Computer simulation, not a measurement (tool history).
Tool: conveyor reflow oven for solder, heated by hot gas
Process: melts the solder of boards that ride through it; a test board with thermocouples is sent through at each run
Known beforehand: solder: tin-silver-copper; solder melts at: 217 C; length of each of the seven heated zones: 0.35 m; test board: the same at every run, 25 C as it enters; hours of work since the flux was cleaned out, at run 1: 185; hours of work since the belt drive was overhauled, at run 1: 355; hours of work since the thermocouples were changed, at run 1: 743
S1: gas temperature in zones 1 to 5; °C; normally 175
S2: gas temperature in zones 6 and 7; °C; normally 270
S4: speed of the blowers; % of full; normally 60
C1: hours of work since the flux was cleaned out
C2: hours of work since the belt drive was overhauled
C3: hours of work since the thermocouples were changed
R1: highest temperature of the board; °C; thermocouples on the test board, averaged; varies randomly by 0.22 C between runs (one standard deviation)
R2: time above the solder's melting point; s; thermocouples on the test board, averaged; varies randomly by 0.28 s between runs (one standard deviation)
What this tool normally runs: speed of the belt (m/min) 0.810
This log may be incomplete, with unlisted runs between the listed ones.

run 1 hour=0.0 | S1=175 S2=270 speed_of_the_belt_(m/min)=0.810 S4=60 | C1=185 C2=355 C3=743 | R1=251.8 R2=38.3
run 2 hour=7.5 | S1=175 S2=270 speed_of_the_belt_(m/min)=0.810 S4=60 | C1=190 C2=360 C3=748 | R1=251.4 R2=38.7
run 3 hour=16.0 | S1=175 S2=270 speed_of_the_belt_(m/min)=0.810 S4=60 | C1=195 C2=365 C3=754 | R1=251.7 R2=37.8
run 4 hour=22.5 | S1=175 S2=270 speed_of_the_belt_(m/min)=0.810 S4=60 | C1=199 C2=369 C3=758 | R1=251.5 R2=38.5
run 5 hour=36.4 | S1=175 S2=270 speed_of_the_belt_(m/min)=0.810 S4=60 | C1=208 C2=378 C3=767 | R1=251.7 R2=38.4
run 6 hour=44.9 | S1=175 S2=270 speed_of_the_belt_(m/min)=0.810 S4=60 | C1=214 C2=384 C3=772 | R1=251.6 R2=38.1
run 7 hour=55.6 | S1=175 S2=270 speed_of_the_belt_(m/min)=0.810 S4=60 | C1=221 C2=391 C3=779 | R1=251.6 R2=38.2
run 8 hour=64.0 | S1=175 S2=270 speed_of_the_belt_(m/min)=0.810 S4=60 | C1=226 C2=396 C3=785 | R1=251.8 R2=38.4
run 9 hour=73.2 | S1=175 S2=270 speed_of_the_belt_(m/min)=0.810 S4=60 | C1=232 C2=402 C3=791 | R1=251.3 R2=37.9
run 10 hour=80.3 | S1=175 S2=270 speed_of_the_belt_(m/min)=0.810 S4=60 | C1=237 C2=407 C3=796 | R1=251.7 R2=38.7
-- hour=91.9 flux residue cleaned out of gas plates and filters
run 11 hour=91.9 | S1=175 S2=270 speed_of_the_belt_(m/min)=0.810 S4=60 | C1=0 C2=411 C3=800 | R1=251.3 R2=38.4
run 12 hour=102.0 | S1=175 S2=264 speed_of_the_belt_(m/min)=0.719 S4=60 | C1=7 C2=418 C3=806 | R1=250.5 R2=42.9
run 13 hour=109.8 | S1=175 S2=264 speed_of_the_belt_(m/min)=0.900 S4=60 | C1=12 C2=423 C3=811 | R1=243.2 R2=29.2
run 14 hour=121.9 | S1=175 S2=264 speed_of_the_belt_(m/min)=0.900 S4=60 | C1=20 C2=431 C3=819 | R1=242.9 R2=29.0
run 15 hour=133.2 | S1=175 S2=280 speed_of_the_belt_(m/min)=0.700 S4=83 | C1=27 C2=438 C3=827 | R1=270.9 R2=54.3
run 16 hour=146.9 | S1=175 S2=280 speed_of_the_belt_(m/min)=0.700 S4=83 | C1=36 C2=447 C3=836 | R1=271.3 R2=54.1
run 17 hour=161.7 | S1=175 S2=280 speed_of_the_belt_(m/min)=0.700 S4=83 | C1=45 C2=457 C3=845 | R1=270.9 R2=54.4
run 18 hour=170.5 | S1=175 S2=280 speed_of_the_belt_(m/min)=0.700 S4=83 | C1=51 C2=462 C3=851 | R1=271.2 R2=54.5

4 options for the next run, each taken on its own from the tool as it stands now. Forecast them:
run A hour=176.9 | S1=175 S2=272 speed_of_the_belt_(m/min)=0.700 S4=83 | C1=55 C2=466 C3=855 | R1=? R2=?
run B hour=176.9 | S1=175 S2=258 speed_of_the_belt_(m/min)=0.659 S4=83 | C1=55 C2=466 C3=855 | R1=? R2=?
run C hour=176.9 | S1=175 S2=277 speed_of_the_belt_(m/min)=0.700 S4=80 | C1=55 C2=466 C3=855 | R1=? R2=?
run D hour=176.9 | S1=175 S2=284 speed_of_the_belt_(m/min)=0.810 S4=60 | C1=55 C2=466 C3=855 | R1=? R2=?

run=A R1=263.7 R2=51.8
run=B R1=251.8 R2=50.7
run=C R1=267.9 R2=53.0
run=D R1=264.1 R2=44.0
Stripped of hidden state, with their random variation kept, the same runs would have yielded:
run=A R1=263.6 R2=51.7
run=B R1=251.6 R2=50.6
run=C R1=267.7 R2=52.9
run=D R1=264.0 R2=43.9
